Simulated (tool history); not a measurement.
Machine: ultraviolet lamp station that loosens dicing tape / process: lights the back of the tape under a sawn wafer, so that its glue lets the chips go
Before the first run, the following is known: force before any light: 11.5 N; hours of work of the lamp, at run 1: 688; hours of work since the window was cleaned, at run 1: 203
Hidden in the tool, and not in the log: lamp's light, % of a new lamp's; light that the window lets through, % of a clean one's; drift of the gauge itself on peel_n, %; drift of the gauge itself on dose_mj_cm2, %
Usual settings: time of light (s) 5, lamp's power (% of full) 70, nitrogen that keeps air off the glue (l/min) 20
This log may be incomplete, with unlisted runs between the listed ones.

| run | hour | time of light (s) | lamp's power (% of full) | nitrogen that keeps air off the glue (l/min) | hours of work of the lamp | hours of work since the window was cleaned | force that peels the tape off (N) | light that reached the tape (mJ/cm²) |
|---|---|---|---|---|---|---|---|---|
| 1 | 0 | 5 | 70 | 20 | 688 | 203 | 0.634 | 263 |
| 2 | 78.9 | 5 | 70 | 20 | 730 | 245 | 0.612 | 254 |
| 3 | 139.7 | 5 | 70 | 20 | 763 | 278 | 0.651 | 248 |
| 4 | 192 | 5 | 70 | 20 | 791 | 306 | 0.676 | 249 |
| 5 | 274.8 | 2 | 70 | 20 | 836 | 351 | 3.367 | 98 |
| 6 | 314.8 | 5 | 70 | 20 | 857 | 372 | 0.744 | 242 |
| 7 | 393.7 | 5 | 70 | 20 | 900 | 415 | 0.749 | 239 |
| 8 | 485.5 | 5 | 70 | 20 | 949 | 464 | 0.822 | 229 |
| 9 | 555 | 5 | 70 | 20 | 987 | 502 | 0.825 | 225 |
| 10 | 621.4 | 5 | 70 | 20 | 1022 | 538 | 0.853 | 224 |
| 11 | 673.4 | 5 | 70 | 20 | 1050 | 566 | 0.877 | 223 |
| 12 | 752.3 | 5 | 70 | 20 | 1093 | 608 | 0.946 | 218 |
| 13 | 796.8 | 5 | 70 | 20 | 1117 | 632 | 0.957 | 213 |
|  | 801.5 | window cleaned of glue's vapour |
| 14 | 840.7 | 5 | 70 | 20 | 1140 | 21 | 1.13 | 196 |
| 15 | 896.7 | 5 | 70 | 20 | 1170 | 51 | 1.154 | 190 |
| 16 | 988.7 | 5 | 70 | 14 | 1220 | 101 | 1.491 | 192 |
| 17 | 1029.4 | 5 | 70 | 10 | 1242 | 123 | 1.85 | 185 |
| 18 | 1100.6 | 5 | 70 | 10 | 1280 | 161 | 1.874 | 180 |
| 19 | 1166 | 5 | 70 | 10 | 1316 | 196 | 1.928 | 178 |
| 20 | 1219.4 | 5 | 70 | 20 | 1344 | 225 | 1.389 | 181 |
| 21 | 1275.8 | 5 | 70 | 20 | 1375 | 256 | 1.47 | 175 |
| 22 | 1353 | 5 | 90 | 37 | 1416 | 297 | 0.689 | 219 |
|  | 1391.5 | window cleaned of glue's vapour, once more |
| 23 | 1395.9 | 4 | 90 | 25 | 1439 | 2 | 0.652 | 236 |
| 24 | 1466.5 | 5 | 89 | 9 | 1477 | 40 | 0.826 | 291 |
|  | 1480.6 | lamp changed |
| 25 | 1508.2 | 8 | 68 | 9 | 15 | 62 | 0.298 | 477 |
| 26 | 1564 | 5 | 66 | 35 | 45 | 92 | 0.391 | 288 |
| 27 | 1603.9 | 5 | 66 | 35 | 66 | 114 | 0.392 | 289 |
| 28 | 1647.5 | 5 | 66 | 35 | 90 | 137 | 0.404 | 282 |
| 29 | 1723 | 4 | 70 | 10 | 131 | 178 | 1.161 | 240 |
| 30 | 1821 | 5 | 98 | 18 | 183 | 231 | 0.293 | 408 |
| 31 | 1889.4 | 3 | 85 | 26 | 220 | 268 | 0.835 | 208 |
| 32 | 1951.2 | 4 | 66 | 11 | 254 | 301 | 1.372 | 213 |
| 33 | 2041.9 | 4 | 66 | 11 | 302 | 350 | 1.431 | 209 |
| 34 | 2140.4 | 4 | 66 | 11 | 356 | 403 | 1.509 | 201 |
| 35 | 2199.6 | 8 | 70 | 21 | 387 | 435 | 0.255 | 423 |
| 36 | 2287.2 | 6 | 70 | 20 | 435 | 482 | 0.419 | 309 |
| 37 | 2358.8 | 6 | 70 | 20 | 473 | 521 | 0.427 | 312 |
| 38 | 2433.1 | 5 | 70 | 14 | 513 | 561 | 0.823 | 253 |
| 39 | 2479.5 | 5 | 70 | 14 | 538 | 586 | 0.813 | 249 |
| 40 | 2540.1 | 7 | 88 | 9 | 571 | 618 | 0.351 | 435 |
|  | 2585.4 | window cleaned of glue's vapour |
| 41 | 2618.8 | 7 | 88 | 21 | 613 | 18 | 0.23 | 495 |
| 42 | 2663.1 | 6 | 88 | 21 | 637 | 42 | 0.256 | 420 |

Describe how what the log doesn't record of the tool's condition differs between the last listed run preceding each entry between runs and the first listed run following it.
Runs 13 to 14: window cleaned of glue's vapour (hour 801.5)
  lamp's light, % of a new lamp's: 79.2 -> 78.9; light that the window lets through, % of a clean one's: 85.4 -> 78.9
  measured result minus the result with no hidden state, force that peels the tape off (N): +0.541 -> +0.723; light that reached the tape (mJ/cm²): -101 -> -120
Runs 22 to 23: window cleaned of glue's vapour, once more (hour 1391.5)
  lamp's light, % of a new lamp's: 73.9 -> 73.5; light that the window lets through, % of a clean one's: 73 -> 99.8
  measured result minus the result with no hidden state, force that peels the tape off (N): +0.439 -> +0.309; light that reached the tape (mJ/cm²): -187 -> -87
Runs 24 to 25: lamp changed (hour 1480.6)
  lamp's light, % of a new lamp's: 72.7 -> 99.7; light that the window lets through, % of a clean one's: 99 -> 98.5
  measured result minus the result with no hidden state, force that peels the tape off (N): +0.421 -> +0.007; light that reached the tape (mJ/cm²): -112 -> -9
Runs 40 to 41: window cleaned of glue's vapour (hour 2585.4)
  lamp's light, % of a new lamp's: 89.7 -> 89; light that the window lets through, % of a clean one's: 86.7 -> 99.1
  measured result minus the result with no hidden state, force that peels the tape off (N): +0.103 -> +0.011; light that reached the tape (mJ/cm²): -125 -> -66
